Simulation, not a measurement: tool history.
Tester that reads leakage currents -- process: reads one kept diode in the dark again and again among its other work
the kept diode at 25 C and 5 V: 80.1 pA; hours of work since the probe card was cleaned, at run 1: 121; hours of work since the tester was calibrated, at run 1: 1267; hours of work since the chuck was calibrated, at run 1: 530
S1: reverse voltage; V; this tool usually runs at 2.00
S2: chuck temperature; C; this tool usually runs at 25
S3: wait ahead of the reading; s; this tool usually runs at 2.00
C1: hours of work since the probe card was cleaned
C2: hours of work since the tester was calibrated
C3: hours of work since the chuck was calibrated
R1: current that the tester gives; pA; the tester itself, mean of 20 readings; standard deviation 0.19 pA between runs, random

Run 1, day 0.000: usual settings; C1 121; C2 1267; C3 530. Result: R1 60.68 pA.
Run 2, day 5.579: usual settings but S1 3.95 V; C1 218; C2 1364; C3 627. Result: R1 74.96 pA.
Run 3, day 10.346: usual settings but S1 3.95 V, S3 0.74 s; C1 301; C2 1447; C3 710. Result: R1 76.16 pA.
Run 4, day 16.404: usual settings but S1 3.95 V, S3 0.74 s; C1 406; C2 1552; C3 816. Result: R1 75.99 pA.
Run 5, day 22.008: usual settings but S1 3.95 V, S3 0.74 s; C1 503; C2 1649; C3 913. Result: R1 75.74 pA.
Run 6, day 25.067: usual settings; C1 557; C2 1702; C3 966. Result: R1 60.75 pA.
Run 7, day 28.012: usual settings; C1 608; C2 1754; C3 1017. Result: R1 60.83 pA.
At day 30.971: chuck's temperature calibrated.
Run 8, day 33.771: usual settings; C1 706; C2 1852; C3 49. Result: R1 60.67 pA.
Run 9, day 36.575: usual settings; C1 755; C2 1901; C3 97. Result: R1 60.70 pA.
Run 10, day 41.658: usual settings; C1 844; C2 1989; C3 186. Result: R1 60.71 pA.
Run 11, day 46.796: usual settings; C1 933; C2 2079; C3 275. Result: R1 60.82 pA.
Run 12, day 49.342: usual settings; C1 977; C2 2123; C3 319. Result: R1 60.73 pA.
Run 13, day 53.446: usual settings; C1 1048; C2 2194; C3 391. Result: R1 60.83 pA.
Run 14, day 59.262: usual settings but S3 2.53 s; C1 1150; C2 2295; C3 492. Result: R1 60.53 pA.
At day 62.358: probe card cleaned and baked.
Run 15, day 62.862: usual settings; C1 9; C2 2356; C3 552. Result: R1 60.55 pA.
Run 16, day 66.833: usual settings; C1 78; C2 2425; C3 621. Result: R1 61.07 pA.
Run 17, day 72.496: usual settings; C1 176; C2 2523; C3 720. Result: R1 60.79 pA.
Run 18, day 75.100: usual settings but S2 40 C, S3 0.38 s; C1 222; C2 2569; C3 765. Result: R1 190.07 pA.
At day 76.892: tester calibrated.
Run 19, day 80.383: usual settings but S2 40 C, S3 0.38 s; C1 312; C2 61; C3 855. Result: R1 190.48 pA.
Run 20, day 83.354: usual settings but S1 13.69 V, S2 33 C, S3 2.49 s; C1 364; C2 112; C3 907. Result: R1 205.40 pA.
Run 21, day 85.975: usual settings but S1 7.47 V, S3 2.07 s; C1 409; C2 158; C3 953. Result: R1 91.75 pA.
Run 22, day 90.438: usual settings but S1 16.04 V, S2 36 C, S3 3.61 s; C1 487; C2 235; C3 1030. Result: R1 268.40 pA.
At day 92.596: chuck's temperature calibrated.
Run 23, day 94.042: usual settings but S1 8.97 V, S2 58 C, S3 0.90 s; C1 548; C2 297; C3 25. Result: R1 1032.86 pA.
Run 24, day 100.033: usual settings but S2 32 C, S3 4.12 s; C1 652; C2 401; C3 129. Result: R1 104.78 pA.
Run 25, day 104.579: usual settings but S1 3.68 V, S2 24 C, S3 9.68 s; C1 731; C2 480; C3 208. Result: R1 67.37 pA.
Run 26, day 107.358: usual settings but S1 1.40 V, S2 59 C, S3 9.68 s; C1 779; C2 528; C3 257. Result: R1 623.36 pA.
Run 27, day 111.688: usual settings but S1 1.40 V, S2 59 C, S3 1.77 s; C1 855; C2 603; C3 332. Result: R1 617.60 pA.
Run 28, day 115.129: usual settings but S1 6.11 V, S2 59 C, S3 0.75 s; C1 915; C2 663; C3 392. Result: R1 976.71 pA.
Run 29, day 121.058: usual settings but S1 2.64 V, S3 6.08 s; C1 1018; C2 766; C3 495. Result: R1 66.11 pA.
Run 30, day 126.442: usual settings but S1 2.64 V, S3 6.08 s; C1 1111; C2 860; C3 588. Result: R1 66.04 pA.
Run 31, day 130.504: usual settings but S1 12.53 V, S2 33 C, S3 1.44 s; C1 1182; C2 931; C3 659. Result: R1 200.59 pA.
At day 131.988: probe card cleaned and baked.
Run 32, day 134.546: usual settings but S1 12.53 V, S2 33 C, S3 1.44 s; C1 44; C2 999; C3 727. Result: R1 199.87 pA.

Below are 3 alternative next runs, each starting from the tool's condition after run 32. Predict each:
Run A, day 139.562: usual settings but S1 1.84 V, S3 4.17 s; C1 132; C2 1086; C3 814. Result: R1 ?.
Run B, day 139.562: usual settings but S1 12.53 V, S2 38 C, S3 1.39 s; C1 132; C2 1086; C3 814. Result: R1 ?.
Run C, day 139.562: usual settings but S1 3.33 V, S2 47 C, S3 1.44 s; C1 132; C2 1086; C3 814. Result: R1 ?.

run      R1
  A   58.82
  B  291.79
  C  363.43
Take away the tool's hidden state, keep each run's random variation, and the runs would have read:
run      R1
  A   58.80
  B  291.65
  C  363.28

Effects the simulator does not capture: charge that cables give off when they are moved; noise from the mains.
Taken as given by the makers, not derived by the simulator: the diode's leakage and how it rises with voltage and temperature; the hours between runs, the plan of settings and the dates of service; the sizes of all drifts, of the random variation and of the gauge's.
